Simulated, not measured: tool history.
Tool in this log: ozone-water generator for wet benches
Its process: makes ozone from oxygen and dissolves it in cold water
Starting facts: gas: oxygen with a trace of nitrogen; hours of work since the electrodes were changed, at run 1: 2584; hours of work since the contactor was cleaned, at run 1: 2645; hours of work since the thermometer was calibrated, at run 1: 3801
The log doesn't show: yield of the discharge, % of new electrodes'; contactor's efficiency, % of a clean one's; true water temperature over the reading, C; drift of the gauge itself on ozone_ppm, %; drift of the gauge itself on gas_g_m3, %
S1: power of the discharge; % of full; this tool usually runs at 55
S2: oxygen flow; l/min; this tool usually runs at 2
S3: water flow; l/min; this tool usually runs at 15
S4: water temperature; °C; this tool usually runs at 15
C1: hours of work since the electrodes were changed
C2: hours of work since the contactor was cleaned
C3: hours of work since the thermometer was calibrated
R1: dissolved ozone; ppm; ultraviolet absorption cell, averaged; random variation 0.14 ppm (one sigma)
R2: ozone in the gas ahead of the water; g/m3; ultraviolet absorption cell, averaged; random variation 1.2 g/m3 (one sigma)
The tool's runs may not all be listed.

Run 1, hour 0: usual settings; C1 2584; C2 2645; C3 3801. Result: R1 14.2 ppm, R2 197.2 g/m3.
Run 2, hour 67.8: usual settings; C1 2637; C2 2698; C3 3855. Result: R1 14.1 ppm, R2 196.8 g/m3.
Run 3, hour 130.5: usual settings but S1 62 % of full; C1 2687; C2 2748; C3 3904. Result: R1 15.3 ppm, R2 211.6 g/m3.
Run 4, hour 199.4: usual settings but S4 19 °C; C1 2741; C2 2802; C3 3959. Result: R1 13.7 ppm, R2 197.8 g/m3.
Run 5, hour 242.6: usual settings but S4 19 °C; C1 2776; C2 2836; C3 3993. Result: R1 13.7 ppm, R2 197.8 g/m3.
Run 6, hour 302.2: usual settings but S2 1.71 l/min, S4 19 °C; C1 2823; C2 2884; C3 4040. Result: R1 13.4 ppm, R2 219 g/m3.
Run 7, hour 355.5: usual settings but S2 1.71 l/min, S4 19 °C; C1 2865; C2 2926; C3 4082. Result: R1 13.5 ppm, R2 218.5 g/m3.
Run 8, hour 401.2: usual settings but S2 1.75 l/min; C1 2901; C2 2962; C3 4118. Result: R1 14.1 ppm, R2 216.1 g/m3.
Run 9, hour 452.3: usual settings but S2 1.86 l/min; C1 2941; C2 3002; C3 4159. Result: R1 14 ppm, R2 207.5 g/m3.
Run 10, hour 490.1: usual settings but S1 62 % of full; C1 2971; C2 3032; C3 4188. Result: R1 15.2 ppm, R2 211.3 g/m3.
Run 11, hour 548.9: usual settings but S1 62 % of full; C1 3018; C2 3079; C3 4235. Result: R1 15.1 ppm, R2 209.6 g/m3.
Run 12, hour 618.2: usual settings; C1 3072; C2 3133; C3 4290. Result: R1 14.2 ppm, R2 193.7 g/m3.
Run 13, hour 669.9: usual settings but S2 3.34 l/min; C1 3113; C2 3174; C3 4331. Result: R1 13.8 ppm, R2 136.9 g/m3.
Run 14, hour 708.5: usual settings but S2 3.34 l/min; C1 3144; C2 3205; C3 4361. Result: R1 13.9 ppm, R2 137.8 g/m3.
Run 15, hour 777.4: usual settings but S2 3.34 l/min; C1 3198; C2 3259; C3 4416. Result: R1 14.1 ppm, R2 135.9 g/m3.
Run 16, hour 856.7: usual settings but S1 45 % of full; C1 3261; C2 3322; C3 4478. Result: R1 12.3 ppm, R2 171.4 g/m3.
Run 17, hour 924.5: usual settings but S1 97 % of full, S2 1.9 l/min, S4 8 °C; C1 3315; C2 3375; C3 4532. Result: R1 20.6 ppm, R2 284.1 g/m3.
Run 18, hour 984.1: usual settings but S1 66 % of full, S2 3.14 l/min; C1 3362; C2 3423; C3 4579. Result: R1 15.5 ppm, R2 158.2 g/m3.
Run 19, hour 1070.9: usual settings but S1 50 % of full, S2 2.52 l/min; C1 3430; C2 3491; C3 4648. Result: R1 13 ppm, R2 155.4 g/m3.
Run 20, hour 1134.3: usual settings but S2 1.35 l/min; C1 3480; C2 3541; C3 4698. Result: R1 13.6 ppm, R2 252.2 g/m3.
Run 21, hour 1200.5: usual settings but S2 1.35 l/min; C1 3533; C2 3594; C3 4750. Result: R1 13.2 ppm, R2 251.3 g/m3.
Run 22, hour 1265: usual settings but S1 64 % of full, S2 2.44 l/min, S3 10 l/min, S4 11 °C; C1 3584; C2 3645; C3 4801. Result: R1 23.6 ppm, R2 183 g/m3.
Run 23, hour 1345.8: usual settings but S2 2.39 l/min, S3 13 l/min, S4 12 °C; C1 3648; C2 3709; C3 4865. Result: R1 16.5 ppm, R2 170.4 g/m3.
Run 24, hour 1394.3: usual settings but S1 78 % of full, S2 2.39 l/min, S3 17 l/min; C1 3686; C2 3747; C3 4903. Result: R1 14.9 ppm, R2 210.5 g/m3.
At hour 1409.1: contactor cleaned.
Run 25, hour 1463.8: usual settings but S1 78 % of full, S2 2.39 l/min, S3 17 l/min; C1 3738; C2 43; C3 4955. Result: R1 15.1 ppm, R2 211 g/m3.
Run 26, hour 1506: usual settings but S2 1.92 l/min, S3 16 l/min; C1 3771; C2 77; C3 4988. Result: R1 13 ppm, R2 196.2 g/m3.
Run 27, hour 1587.5: usual settings but S2 1.92 l/min, S3 16 l/min; C1 3836; C2 141; C3 5053. Result: R1 12.9 ppm, R2 195.2 g/m3.
At hour 1662.8: water thermometer calibrated.
Run 28, hour 1671.1: usual settings but S2 1.92 l/min, S3 16 l/min; C1 3901; C2 207; C3 7. Result: R1 13 ppm, R2 194.1 g/m3.
Run 29, hour 1729.4: usual settings but S3 13 l/min; C1 3947; C2 253; C3 53. Result: R1 15.7 ppm, R2 191.3 g/m3.
Run 30, hour 1769.7: usual settings but S1 97 % of full, S2 2.9 l/min, S3 10 l/min; C1 3979; C2 285; C3 84. Result: R1 28.2 ppm, R2 206.9 g/m3.
Run 31, hour 1808: usual settings but S1 97 % of full, S2 2.9 l/min, S3 10 l/min; C1 4010; C2 315; C3 115. Result: R1 28.7 ppm, R2 208.3 g/m3.
Run 32, hour 1894.3: usual settings but S1 97 % of full, S2 2.9 l/min, S3 10 l/min; C1 4078; C2 383; C3 183. Result: R1 28.3 ppm, R2 204.7 g/m3.

Below are 5 alternative next runs, each starting from the tool's condition after run 32. Predict each:
Run A, hour 1981.2: usual settings but S1 96 % of full, S2 2.9 l/min, S3 10 l/min; C1 4146; C2 452; C3 252. Result: R1 ?, R2 ?.
Run B, hour 1981.2: usual settings but S2 2.64 l/min; C1 4146; C2 452; C3 252. Result: R1 ?, R2 ?.
Run C, hour 1981.2: usual settings but S1 90 % of full, S2 1.65 l/min, S4 12 °C; C1 4146; C2 452; C3 252. Result: R1 ?, R2 ?.
Run D, hour 1981.2: usual settings but S1 97 % of full, S2 2.9 l/min, S3 13 l/min; C1 4146; C2 452; C3 252. Result: R1 ?, R2 ?.
Run E, hour 1981.2: usual settings but S2 2.36 l/min, S4 7 °C; C1 4146; C2 452; C3 252. Result: R1 ?, R2 ?.

run    R1     R2
  A    28  204.6
  B  13.8  156.3
  C  18.8  288.9
  D  22.2  204.1
  E  14.9  169.5
With no hidden state in the tool, these same runs would have given:
run    R1     R2
  A  33.3    242
  B  15.6  175.8
  C  22.2  339.6
  D  26.4  241.6
  E  16.9  190.8
